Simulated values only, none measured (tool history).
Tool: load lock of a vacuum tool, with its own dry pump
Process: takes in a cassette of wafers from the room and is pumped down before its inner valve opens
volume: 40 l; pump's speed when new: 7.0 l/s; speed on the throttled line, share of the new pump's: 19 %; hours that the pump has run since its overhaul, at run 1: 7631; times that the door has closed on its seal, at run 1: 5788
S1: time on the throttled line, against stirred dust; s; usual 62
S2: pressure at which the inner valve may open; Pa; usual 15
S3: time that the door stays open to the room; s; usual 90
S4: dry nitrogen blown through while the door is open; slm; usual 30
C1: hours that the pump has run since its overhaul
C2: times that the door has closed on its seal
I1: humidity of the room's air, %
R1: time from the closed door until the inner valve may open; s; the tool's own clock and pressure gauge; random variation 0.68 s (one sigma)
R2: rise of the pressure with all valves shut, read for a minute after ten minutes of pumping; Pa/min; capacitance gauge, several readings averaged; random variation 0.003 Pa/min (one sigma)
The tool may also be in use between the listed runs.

| run | hour | S1 | S2 | S3 | S4 | C1 | C2 | I1 | R1 | R2 |
|---|---|---|---|---|---|---|---|---|---|---|
| 1 | 0 | 62 | 15 | 90 | 30 | 7631 | 5788 | 45.8 | 101.2 | 0.041 |
| 2 | 116.5 | 62 | 15 | 90 | 30 | 7747 | 6325 | 46 | 102 | 0.035 |
| 3 | 254 | 62 | 15 | 90 | 30 | 7885 | 6957 | 48.1 | 101 | 0.04 |
| 4 | 437.2 | 62 | 18 | 90 | 30 | 8068 | 7801 | 46.5 | 100 | 0.042 |
| 5 | 550.6 | 62 | 18 | 90 | 30 | 8181 | 8323 | 46.9 | 100.1 | 0.035 |
| 6 | 727.3 | 62 | 15 | 90 | 5 | 8358 | 9137 | 45.7 | 101.6 | 0.081 |
| 7 | 882.5 | 62 | 15 | 90 | 30 | 8513 | 9851 | 47.5 | 100.1 | 0.04 |
| 8 | 1028.2 | 62 | 15 | 90 | 30 | 8659 | 10522 | 43.8 | 100.6 | 0.04 |
| 9 | 1178.1 | 62 | 15 | 90 | 30 | 8809 | 11212 | 44.4 | 100.6 | 0.038 |
| 10 | 1354.8 | 62 | 15 | 90 | 10 | 8985 | 12025 | 42.9 | 100.6 | 0.06 |
| 11 | 1522.3 | 62 | 15 | 90 | 7 | 9153 | 12796 | 42.1 | 102 | 0.068 |
| 12 | 1730.7 | 62 | 25 | 90 | 7 | 9361 | 13756 | 44.5 | 97.9 | 0.07 |
| 13 | 1899.2 | 88 | 15 | 90 | 30 | 9530 | 14531 | 47.8 | 120.7 | 0.04 |
| 14 | 2109.1 | 88 | 15 | 90 | 30 | 9740 | 15497 | 42.7 | 123.1 | 0.037 |
| 15 | 2300.4 | 88 | 15 | 90 | 30 | 9931 | 16378 | 44 | 122.5 | 0.038 |
| 16 | 2397.1 | 88 | 15 | 90 | 30 | 10028 | 16823 | 42 | 122.2 | 0.036 |
| 17 | 2531.9 | 62 | 15 | 90 | 30 | 10163 | 17444 | 43.3 | 101.5 | 0.034 |
| 18 | 2657.2 | 62 | 15 | 90 | 30 | 10288 | 18020 | 50.6 | 99.7 | 0.045 |
| 19 | 2830.5 | 62 | 15 | 90 | 30 | 10461 | 18818 | 47.4 | 100.7 | 0.043 |
| 20 | 2982.8 | 62 | 15 | 92 | 15 | 10614 | 19519 | 44.4 | 100.2 | 0.053 |
| 21 | 3100.2 | 62 | 15 | 92 | 14 | 10731 | 20060 | 43 | 100.8 | 0.056 |
| 22 | 3244.6 | 62 | 15 | 92 | 14 | 10875 | 20724 | 44.9 | 100.8 | 0.057 |
| 23 | 3436 | 43 | 15 | 90 | 4 | 11067 | 21605 | 49 | 86 | 0.087 |
| 24 | 3597.1 | 50 | 15 | 90 | 20 | 11228 | 22347 | 43.6 | 91.1 | 0.051 |
| 25 | 3704.2 | 62 | 26 | 90 | 6 | 11335 | 22840 | 42.4 | 96.9 | 0.072 |
| 26 | 3911.3 | 62 | 26 | 90 | 6 | 11542 | 23793 | 40.9 | 96.8 | 0.068 |
| 27 | 4082.5 | 85 | 15 | 67 | 30 | 11713 | 24582 | 45 | 120.1 | 0.035 |
| 28 | 4221.3 | 85 | 15 | 67 | 30 | 11852 | 25221 | 41.4 | 119.2 | 0.031 |
| 29 | 4350.7 | 62 | 26 | 107 | 30 | 11981 | 25816 | 45.4 | 97 | 0.046 |
| 30 | 4540 | 62 | 26 | 40 | 41 | 12171 | 26688 | 44.9 | 97.4 | 0.025 |
| 31 | 4701.1 | 62 | 26 | 40 | 41 | 12332 | 27429 | 46.2 | 97.4 | 0.026 |
| 32 | 4831.3 | 62 | 26 | 40 | 41 | 12462 | 28029 | 45.4 | 96.8 | 0.025 |
| 33 | 4922.1 | 62 | 26 | 37 | 15 | 12553 | 28447 | 45.3 | 99 | 0.034 |
| 34 | 5126.5 | 62 | 26 | 37 | 15 | 12757 | 29388 | 46.5 | 96.3 | 0.041 |
| 35 | 5223.6 | 62 | 26 | 37 | 15 | 12854 | 29835 | 46.7 | 97.9 | 0.035 |
| 36 | 5329.3 | 56 | 25 | 90 | 30 | 12960 | 30321 | 47.5 | 92.6 | 0.04 |
| 37 | 5516.8 | 53 | 14 | 90 | 7 | 13148 | 31184 | 44.8 | 93.5 | 0.071 |
| 38 | 5674.7 | 79 | 11 | 29 | 24 | 13305 | 31911 | 47.3 | 115.5 | 0.031 |

Forecast each of these 3 alternatives for the next run:
| A | 5851.7 | 44 | 14 | 90 | 30 | 13482 | 32726 | 43.6 | ? | ? |
| B | 5851.7 | 79 | 25 | 185 | 17 | 13482 | 32726 | 45.7 | ? | ? |
| C | 5851.7 | 67 | 16 | 26 | 24 | 13482 | 32726 | 44.1 | ? | ? |

| run | R1 | R2 |
|---|---|---|
| A | 87.1 | 0.04 |
| B | 111.8 | 0.078 |
| C | 105 | 0.027 |
Without the tool's hidden state the same runs would have given:
| run | R1 | R2 |
|---|---|---|
| A | 87 | 0.039 |
| B | 111.7 | 0.077 |
| C | 105 | 0.026 |
